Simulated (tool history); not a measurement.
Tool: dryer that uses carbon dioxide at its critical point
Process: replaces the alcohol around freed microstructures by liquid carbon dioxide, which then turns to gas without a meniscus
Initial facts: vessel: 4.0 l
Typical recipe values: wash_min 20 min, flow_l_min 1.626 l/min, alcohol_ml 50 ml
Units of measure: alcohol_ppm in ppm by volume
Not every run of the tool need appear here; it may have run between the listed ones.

Run 1, hour 0.0: usual settings. Result: alcohol_ppm 115 ppm by volume.
Run 2, hour 9.9: usual settings but wash_min 26 min. Result: alcohol_ppm 103 ppm by volume.
Run 3, hour 16.3: usual settings but wash_min 26 min. Result: alcohol_ppm 105 ppm by volume.
Run 4, hour 24.9: usual settings but wash_min 26 min, flow_l_min 2.210 l/min. Result: alcohol_ppm 107 ppm by volume.
Run 5, hour 37.5: usual settings. Result: alcohol_ppm 121 ppm by volume.
Run 6, hour 51.7: usual settings. Result: alcohol_ppm 123 ppm by volume.
Run 7, hour 63.8: usual settings. Result: alcohol_ppm 124 ppm by volume.
At hour 72.3: inlet filter changed.
Run 8, hour 79.5: usual settings. Result: alcohol_ppm 120 ppm by volume.
Run 9, hour 92.5: usual settings. Result: alcohol_ppm 116 ppm by volume.
Run 10, hour 102.3: usual settings but wash_min 13 min. Result: alcohol_ppm 209 ppm by volume.
Run 11, hour 110.1: usual settings but wash_min 13 min. Result: alcohol_ppm 207 ppm by volume.
Run 12, hour 119.9: usual settings. Result: alcohol_ppm 127 ppm by volume.
Run 13, hour 129.7: usual settings. Result: alcohol_ppm 133 ppm by volume.
Run 14, hour 144.8: usual settings but wash_min 25 min. Result: alcohol_ppm 133 ppm by volume.
Run 15, hour 158.7: usual settings but alcohol_ml 53 ml. Result: alcohol_ppm 138 ppm by volume.
Run 16, hour 171.0: usual settings but alcohol_ml 53 ml. Result: alcohol_ppm 138 ppm by volume.
Run 17, hour 185.7: usual settings but alcohol_ml 53 ml. Result: alcohol_ppm 144 ppm by volume.
Run 18, hour 199.5: usual settings but wash_min 12 min, flow_l_min 1.530 l/min, alcohol_ml 31 ml. Result: alcohol_ppm 286 ppm by volume.
Run 19, hour 209.7: usual settings but wash_min 12 min, flow_l_min 1.530 l/min, alcohol_ml 31 ml. Result: alcohol_ppm 299 ppm by volume.
Run 20, hour 220.3: usual settings but wash_min 27 min, alcohol_ml 21 ml. Result: alcohol_ppm 140 ppm by volume.
Run 21, hour 231.1: usual settings but wash_min 29 min, alcohol_ml 25 ml. Result: alcohol_ppm 155 ppm by volume.
Run 22, hour 243.1: usual settings but wash_min 28 min, alcohol_ml 26 ml. Result: alcohol_ppm 146 ppm by volume.
Run 23, hour 250.0: usual settings but wash_min 18 min, flow_l_min 1.760 l/min, alcohol_ml 26 ml. Result: alcohol_ppm 164 ppm by volume.
Run 24, hour 264.0: usual settings but wash_min 18 min, flow_l_min 1.760 l/min, alcohol_ml 26 ml. Result: alcohol_ppm 164 ppm by volume.
At hour 272.3: inlet filter changed.
Run 25, hour 272.8: usual settings but wash_min 29 min, flow_l_min 1.260 l/min, alcohol_ml 47 ml. Result: alcohol_ppm 154 ppm by volume.
Run 26, hour 282.7: usual settings but wash_min 29 min, flow_l_min 1.260 l/min, alcohol_ml 47 ml. Result: alcohol_ppm 165 ppm by volume.
Run 27, hour 290.3: usual settings but wash_min 29 min, flow_l_min 1.260 l/min, alcohol_ml 47 ml. Result: alcohol_ppm 154 ppm by volume.
Run 28, hour 301.2: usual settings but wash_min 29 min, flow_l_min 1.260 l/min, alcohol_ml 47 ml. Result: alcohol_ppm 169 ppm by volume.
Run 29, hour 311.5: usual settings but wash_min 27 min. Result: alcohol_ppm 153 ppm by volume.
Run 30, hour 319.6: usual settings but flow_l_min 2.430 l/min, alcohol_ml 57 ml. Result: alcohol_ppm 169 ppm by volume.
Run 31, hour 325.7: usual settings but alcohol_ml 42 ml. Result: alcohol_ppm 164 ppm by volume.
Run 32, hour 335.1: usual settings but wash_min 18 min, flow_l_min 1.310 l/min, alcohol_ml 56 ml. Result: alcohol_ppm 223 ppm by volume.
Run 33, hour 345.6: usual settings but wash_min 15 min, flow_l_min 2.660 l/min, alcohol_ml 31 ml. Result: alcohol_ppm 167 ppm by volume.
Run 34, hour 353.3: usual settings but wash_min 28 min, flow_l_min 1.000 l/min, alcohol_ml 30 ml. Result: alcohol_ppm 187 ppm by volume.

3 options for the next run, each taken on its own from the tool as it stands now. Forecast them:
Run A, hour 362.5: usual settings but wash_min 19 min, flow_l_min 1.160 l/min, alcohol_ml 32 ml. Result: alcohol_ppm ?.
Run B, hour 362.5: usual settings but wash_min 18 min, flow_l_min 1.780 l/min, alcohol_ml 28 ml. Result: alcohol_ppm ?.
Run C, hour 362.5: usual settings but wash_min 19 min, flow_l_min 1.480 l/min, alcohol_ml 35 ml. Result: alcohol_ppm ?.

run  alcohol_ppm
  A          230
  B          183
  C          184
Without the tool's unlogged condition, the same runs would have read:
run  alcohol_ppm
  A           45
  B           15
  C           12
